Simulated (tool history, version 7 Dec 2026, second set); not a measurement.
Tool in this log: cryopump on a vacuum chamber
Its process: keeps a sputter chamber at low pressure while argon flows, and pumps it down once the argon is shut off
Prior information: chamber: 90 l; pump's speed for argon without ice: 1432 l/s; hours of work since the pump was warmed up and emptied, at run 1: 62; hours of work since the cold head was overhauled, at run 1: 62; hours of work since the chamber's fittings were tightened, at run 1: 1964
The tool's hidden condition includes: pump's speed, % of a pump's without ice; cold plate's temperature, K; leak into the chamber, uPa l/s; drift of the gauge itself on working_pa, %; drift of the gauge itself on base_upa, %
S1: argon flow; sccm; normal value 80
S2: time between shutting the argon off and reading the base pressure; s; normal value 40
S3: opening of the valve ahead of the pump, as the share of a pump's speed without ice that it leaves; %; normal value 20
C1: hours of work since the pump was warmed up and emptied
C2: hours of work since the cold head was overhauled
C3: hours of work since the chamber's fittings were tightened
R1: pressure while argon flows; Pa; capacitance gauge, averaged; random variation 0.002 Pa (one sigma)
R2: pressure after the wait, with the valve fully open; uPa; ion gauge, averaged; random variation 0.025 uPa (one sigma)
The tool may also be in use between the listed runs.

| run | hour | S1 | S2 | S3 | C1 | C2 | C3 | R1 | R2 |
|---|---|---|---|---|---|---|---|---|---|
| 1 | 0 | 80 | 40 | 20 | 62 | 62 | 1964 | 0.4721 | 2.68 |
|  | 61.7 | leaking fittings of the chamber tightened, without venting |
| 2 | 88.1 | 46 | 40 | 20 | 116 | 116 | 17 | 0.2741 | 1.07 |
| 3 | 175.6 | 46 | 74 | 20 | 171 | 171 | 72 | 0.2755 | 0.74 |
| 4 | 220.9 | 80 | 117 | 20 | 199 | 199 | 100 | 0.4802 | 0.58 |
| 5 | 317.3 | 80 | 117 | 20 | 260 | 260 | 161 | 0.4791 | 0.68 |
| 6 | 358.7 | 101 | 34 | 53 | 286 | 286 | 187 | 0.2356 | 1.38 |
| 7 | 434.5 | 101 | 34 | 53 | 334 | 334 | 235 | 0.2385 | 1.5 |
| 8 | 513.6 | 55 | 61 | 20 | 384 | 384 | 284 | 0.3313 | 1.06 |
| 9 | 595.2 | 34 | 64 | 51 | 435 | 435 | 336 | 0.0845 | 1.09 |
| 10 | 656.1 | 41 | 55 | 16 | 473 | 473 | 374 | 0.3108 | 1.22 |

Branching from run 10: 3 alternative next runs. What would each branch give?
| A | 720.8 | 125 | 55 | 37 | 514 | 514 | 415 | ? | ? |
| B | 720.8 | 131 | 83 | 29 | 514 | 514 | 415 | ? | ? |
| C | 720.8 | 80 | 69 | 20 | 514 | 514 | 415 | ? | ? |

| run | R1 | R2 |
|---|---|---|
| A | 0.4246 | 1.27 |
| B | 0.565 | 1.1 |
| C | 0.4877 | 1.12 |
Without the tool's hidden state the same runs would have given:
| run | R1 | R2 |
|---|---|---|
| A | 0.3975 | 0.82 |
| B | 0.5364 | 0.64 |
| C | 0.4704 | 0.68 |
